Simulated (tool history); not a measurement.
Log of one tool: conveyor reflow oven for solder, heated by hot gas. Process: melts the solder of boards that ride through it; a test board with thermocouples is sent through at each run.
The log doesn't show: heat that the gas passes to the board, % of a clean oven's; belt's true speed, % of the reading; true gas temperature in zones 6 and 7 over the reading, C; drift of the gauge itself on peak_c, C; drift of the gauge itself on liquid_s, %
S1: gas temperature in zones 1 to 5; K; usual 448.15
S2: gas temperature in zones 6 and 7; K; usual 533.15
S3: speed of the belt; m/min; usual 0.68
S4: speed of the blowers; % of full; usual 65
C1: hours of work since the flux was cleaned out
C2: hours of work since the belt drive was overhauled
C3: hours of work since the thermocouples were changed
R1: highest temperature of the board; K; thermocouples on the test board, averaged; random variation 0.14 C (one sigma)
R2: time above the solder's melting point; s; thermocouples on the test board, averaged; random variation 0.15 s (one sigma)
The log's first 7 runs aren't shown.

run 8 hour=183.8 | S1=448.15 S2=533.15 S3=0.68 S4=65 | C1=21 C2=830 C3=536 | R1=521.25 R2=51.3
run 9 hour=206.9 | S1=448.15 S2=533.15 S3=0.68 S4=65 | C1=31 C2=839 C3=546 | R1=521.25 R2=51.2
run 10 hour=233.5 | S1=448.15 S2=546.15 S3=0.68 S4=65 | C1=42 C2=850 C3=557 | R1=532.85 R2=58.5
run 11 hour=268.1 | S1=448.15 S2=533.15 S3=0.609 S4=65 | C1=56 C2=865 C3=571 | R1=523.95 R2=60.6
run 12 hour=297.7 | S1=448.15 S2=533.15 S3=0.609 S4=65 | C1=68 C2=877 C3=584 | R1=524.25 R2=60.6
run 13 hour=332.9 | S1=457.15 S2=533.15 S3=0.609 S4=65 | C1=83 C2=892 C3=598 | R1=525.35 R2=65.2
run 14 hour=349.3 | S1=457.15 S2=533.15 S3=0.609 S4=65 | C1=90 C2=899 C3=605 | R1=525.25 R2=65
run 15 hour=381 | S1=457.15 S2=533.15 S3=0.609 S4=65 | C1=103 C2=912 C3=618 | R1=525.15 R2=65.3
run 16 hour=421.1 | S1=438.15 S2=533.15 S3=0.68 S4=65 | C1=120 C2=929 C3=635 | R1=519.55 R2=47
run 17 hour=447.1 | S1=438.15 S2=533.15 S3=0.68 S4=65 | C1=131 C2=939 C3=646 | R1=519.35 R2=46.8
run 18 hour=483.8 | S1=438.15 S2=524.15 S3=0.819 S4=65 | C1=146 C2=955 C3=661 | R1=505.55 R2=25.1
run 19 hour=522.4 | S1=454.15 S2=533.15 S3=0.57 S4=65 | C1=162 C2=971 C3=677 | R1=526.45 R2=69.5
run 20 hour=540.6 | S1=454.15 S2=533.15 S3=0.57 S4=65 | C1=170 C2=978 C3=685 | R1=526.45 R2=69.9
run 21 hour=562.3 | S1=454.15 S2=548.15 S3=0.68 S4=58 | C1=179 C2=987 C3=694 | R1=534.25 R2=61.2
run 22 hour=588.7 | S1=452.15 S2=543.15 S3=0.68 S4=65 | C1=190 C2=998 C3=705 | R1=530.85 R2=58.9
run 23 hour=617.6 | S1=440.15 S2=542.15 S3=0.593 S4=62 | C1=202 C2=1010 C3=717 | R1=531.55 R2=64.4
run 24 hour=650.5 | S1=440.15 S2=542.15 S3=0.593 S4=62 | C1=215 C2=1024 C3=731 | R1=531.65 R2=64.7
run 25 hour=684.1 | S1=448.15 S2=533.15 S3=0.614 S4=54 | C1=229 C2=1038 C3=745 | R1=522.25 R2=57.7
run 26 hour=704.5 | S1=440.15 S2=527.15 S3=0.563 S4=61 | C1=238 C2=1047 C3=753 | R1=519.15 R2=59.3
run 27 hour=738.4 | S1=445.15 S2=533.15 S3=0.81 S4=65 | C1=252 C2=1061 C3=767 | R1=514.85 R2=36.1
-- hour=748.7 belt drive overhauled, speed set with a stopwatch
run 28 hour=781.8 | S1=445.15 S2=533.15 S3=0.81 S4=65 | C1=268 C2=14 C3=784 | R1=514.35 R2=35.2
run 29 hour=801.6 | S1=445.15 S2=533.15 S3=0.81 S4=65 | C1=277 C2=22 C3=792 | R1=514.35 R2=35.2
run 30 hour=826.7 | S1=437.15 S2=533.15 S3=0.81 S4=65 | C1=287 C2=33 C3=802 | R1=512.75 R2=31.3
run 31 hour=861 | S1=439.15 S2=539.15 S3=0.68 S4=66 | C1=301 C2=47 C3=817 | R1=524.65 R2=50

3 ways to go on from here, each from the tool as it stands after run 31. What would each give?
run A hour=894.2 | S1=439.15 S2=539.15 S3=0.564 S4=58 | C1=315 C2=61 C3=830 | R1=? R2=?
run B hour=894.2 | S1=440.15 S2=533.15 S3=0.798 S4=73 | C1=315 C2=61 C3=830 | R1=? R2=?
run C hour=894.2 | S1=441.15 S2=533.15 S3=0.68 S4=65 | C1=315 C2=61 C3=830 | R1=? R2=?

run=A R1=529.05 R2=65.1
run=B R1=515.55 R2=35.4
run=C R1=519.55 R2=46.8
Without the tool's hidden state the same runs would have given:
run=A R1=527.85 R2=64.5
run=B R1=514.85 R2=35.2
run=C R1=518.55 R2=46.4

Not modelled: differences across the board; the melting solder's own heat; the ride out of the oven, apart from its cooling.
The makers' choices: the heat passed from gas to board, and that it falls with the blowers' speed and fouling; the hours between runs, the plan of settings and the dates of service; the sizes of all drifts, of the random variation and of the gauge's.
